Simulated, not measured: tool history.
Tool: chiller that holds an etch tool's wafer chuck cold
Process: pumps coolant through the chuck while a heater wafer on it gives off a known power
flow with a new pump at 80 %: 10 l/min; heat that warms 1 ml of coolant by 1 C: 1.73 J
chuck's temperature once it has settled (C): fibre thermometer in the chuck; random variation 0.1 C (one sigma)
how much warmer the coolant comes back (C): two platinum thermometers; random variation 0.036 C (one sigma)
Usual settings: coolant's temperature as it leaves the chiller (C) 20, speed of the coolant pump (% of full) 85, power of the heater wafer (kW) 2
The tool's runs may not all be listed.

run   hour  coolant's temperature as it leaves the chiller (C)  speed of the coolant pump (% of full)  power of the heater wafer (kW)  chuck's temperature once it has settled (C)  how much warmer the coolant comes back (C)
  1      0                                                  20                                     85                               2                                         38.7                                        6.47
  2   20.4                                                  20                                     85                               2                                         38.5                                        6.52
  3   38.2                                                  20                                     85                               2                                         38.6                                        6.46
  4   60.7                                                  20                                     85                           2.861                                         46.5                                        9.23
  5   95.7                                                  18                                     85                               2                                         36.3                                        6.53
  6  119.9                                                  21                                     85                               2                                         39.5                                        6.48
  7  153.9                                                  21                                     85                               2                                         39.3                                         6.5
  8  179.9                                                  21                                     85                               2                                         39.4                                        6.53
  9  207.2                                                  21                                     85                               2                                         39.4                                        6.58
 10  233.2                                                  21                                     85                               2                                         39.5                                        6.57
 11  267.5                                                  21                                     85                               2                                         39.4                                        6.55
 12  287.2                                                  21                                     85                               2                                         39.3                                        6.55
 13  302.7                                                  21                                     85                           2.126                                         40.6                                        7.04
 14  338.7                                                  20                                     85                               2                                         38.5                                         6.6
 15  374.5                                                  20                                     85                               2                                         38.4                                        6.59
 16  392.5                                                  20                                     85                               2                                         38.5                                        6.62
 17  428.5                                                  20                                     85                               2                                         38.4                                        6.63
 18  457.9                                                  20                                     85                               2                                         38.7                                         6.6
 19    490                                                  18                                     66                            2.93                                         53.2                                       12.81
 20  511.4                                                  18                                     77                            2.93                                           48                                       10.87
 21    532                                                  20                                     70                           2.054                                         43.1                                        8.49
 22  556.5                                                  20                                     70                           2.054                                         43.1                                        8.55
 23  581.5                                                  20                                     70                           2.054                                         43.1                                        8.51
 24  601.1                                                  17                                     70                           1.394                                         32.7                                        5.91
 25  618.9                                                  17                                     92                           1.925                                         33.2                                        5.88
 26  655.4                                                  24                                     64                           2.456                                         54.4                                       11.35
 27  688.6                                                  20                                     85                           1.328                                         32.2                                         4.6
 28  709.8                                                  20                                     75                           1.429                                           35                                        5.65
 29  734.5                                                  20                                     75                           1.429                                         34.9                                        5.64
 30  757.9                                                  20                                     85                           1.429                                         33.1                                        4.93
 31  777.6                                                  20                                     85                           1.456                                         33.3                                        5.02

4 ways to go on from here, each from the tool as it stands after run 31. What would each give?
  A  800.4                                                  20                                     78                               2                                            ?                                           ?
  B  800.4                                                  23                                     85                           1.931                                            ?                                           ?
  C  800.4                                                  19                                     85                           1.195                                            ?                                           ?
  D  800.4                                                  14                                     85                           1.456                                            ?                                           ?

run  chuck's temperature once it has settled (C)  how much warmer the coolant comes back (C)
  A                                         40.1                                        7.44
  B                                         40.8                                        6.63
  C                                         29.8                                        4.13
  D                                         27.5                                           5
Without the tool's hidden state the same runs would have given:
run  chuck's temperature once it has settled (C)  how much warmer the coolant comes back (C)
  A                                         40.1                                        7.11
  B                                         40.8                                         6.3
  C                                         29.8                                         3.8
  D                                         27.5                                        4.67
